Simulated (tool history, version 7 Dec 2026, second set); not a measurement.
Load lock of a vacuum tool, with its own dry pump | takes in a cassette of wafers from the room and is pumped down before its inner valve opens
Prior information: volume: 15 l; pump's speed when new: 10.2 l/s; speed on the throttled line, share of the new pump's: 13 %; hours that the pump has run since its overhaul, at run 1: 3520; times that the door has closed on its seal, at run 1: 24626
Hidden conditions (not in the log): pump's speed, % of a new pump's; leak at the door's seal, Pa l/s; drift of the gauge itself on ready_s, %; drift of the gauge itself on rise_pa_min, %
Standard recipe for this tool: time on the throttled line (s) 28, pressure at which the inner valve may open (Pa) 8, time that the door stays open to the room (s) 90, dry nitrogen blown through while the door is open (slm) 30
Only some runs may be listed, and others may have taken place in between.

run	day	time on the throttled line (s)	pressure at which the inner valve may open (Pa)	time that the door stays open to the room (s)	dry nitrogen blown through while the door is open (slm)	hours that the pump has run since its overhaul	times that the door has closed on its seal	incoming humidity of the room's air, %	time from the closed door until the inner valve may open (s)	rise of the pressure with all valves shut (Pa/min)
1	0.000	28	8	90	30	3520	24626	46.1	39.0	0.588
2	3.258	28	11	90	30	3598	24814	43.8	38.5	0.593
3	7.967	28	8	90	30	3711	25085	48.9	39.0	0.590
4	11.150	28	8	90	30	3787	25269	44.0	39.0	0.610
5	13.446	28	8	90	30	3842	25401	46.7	39.4	0.608
6	15.738	28	8	90	8	3897	25533	44.2	39.1	0.642
7	19.212	28	8	90	8	3981	25734	44.0	39.1	0.659
8	21.275	28	8	90	30	4030	25852	43.3	39.3	0.626
9	25.738	28	8	90	30	4137	26110	42.3	39.1	0.626
10	29.046	28	8	90	30	4217	26300	43.8	39.0	0.640
11	33.204	26	8	90	30	4317	26540	43.5	37.4	0.658
12	36.808	45	8	90	30	4403	26747	45.1	53.8	0.658
13	38.733	45	8	90	30	4449	26858	43.5	53.8	0.667
14	43.183	28	8	90	30	4556	27115	46.6	39.0	0.667
15	46.200	28	10	90	30	4629	27289	44.1	38.9	0.685
16	48.525	28	10	90	30	4684	27423	46.2	38.9	0.686
17	51.254	28	10	90	30	4750	27580	46.6	39.0	0.703
# day 54.038: door's seal changed, seat wiped
18	55.296	28	8	91	30	4845	72	45.4	39.3	0.041
19	58.525	28	8	91	30	4923	259	40.3	39.1	0.034
20	61.604	28	8	128	30	4997	436	46.3	39.2	0.052
21	66.358	29	8	112	34	5111	710	42.7	40.0	0.038
22	71.021	42	8	232	30	5223	979	46.1	51.3	0.068
23	74.754	42	8	232	30	5312	1194	43.7	51.3	0.076
24	78.317	35	8	63	5	5398	1399	43.2	45.5	0.067
25	81.171	35	8	63	5	5466	1564	45.3	45.3	0.076
26	84.358	35	9	153	20	5543	1747	46.5	45.0	0.077
27	86.288	52	8	188	30	5589	1858	43.7	60.1	0.068
28	89.975	28	8	90	30	5678	2071	47.0	39.3	0.060
29	92.812	28	8	90	30	5746	2234	47.3	39.4	0.062
30	96.546	45	10	29	6	5835	2450	43.2	53.4	0.062
31	99.483	45	11	156	6	5906	2619	45.3	53.7	0.118
32	103.667	36	11	156	6	6006	2860	46.4	45.7	0.121
33	106.525	43	8	90	30	6075	3025	43.2	52.5	0.065
34	109.075	43	11	83	30	6136	3172	46.0	51.5	0.066
35	112.658	28	8	161	6	6222	3378	43.3	39.8	0.126
36	115.817	28	10	96	37	6298	3560	45.2	39.2	0.070
37	117.879	28	15	60	24	6347	3679	46.9	38.2	0.076

Take each entry between the runs: how does the hidden state at the last listed run before it differ from the hidden state at the first listed run after it?
From run 17 to run 18: door's seal changed, seat wiped (day 54.038)
  pump's speed, % of a new pump's: 92.4 -> 92.3; leak at the door's seal, Pa l/s: 0.1664 -> 0.0021
  measured value less the no-hidden-state value, time from the closed door until the inner valve may open (s): +0.8 -> +0.9; rise of the pressure with all valves shut (Pa/min): +0.663 -> +0.000

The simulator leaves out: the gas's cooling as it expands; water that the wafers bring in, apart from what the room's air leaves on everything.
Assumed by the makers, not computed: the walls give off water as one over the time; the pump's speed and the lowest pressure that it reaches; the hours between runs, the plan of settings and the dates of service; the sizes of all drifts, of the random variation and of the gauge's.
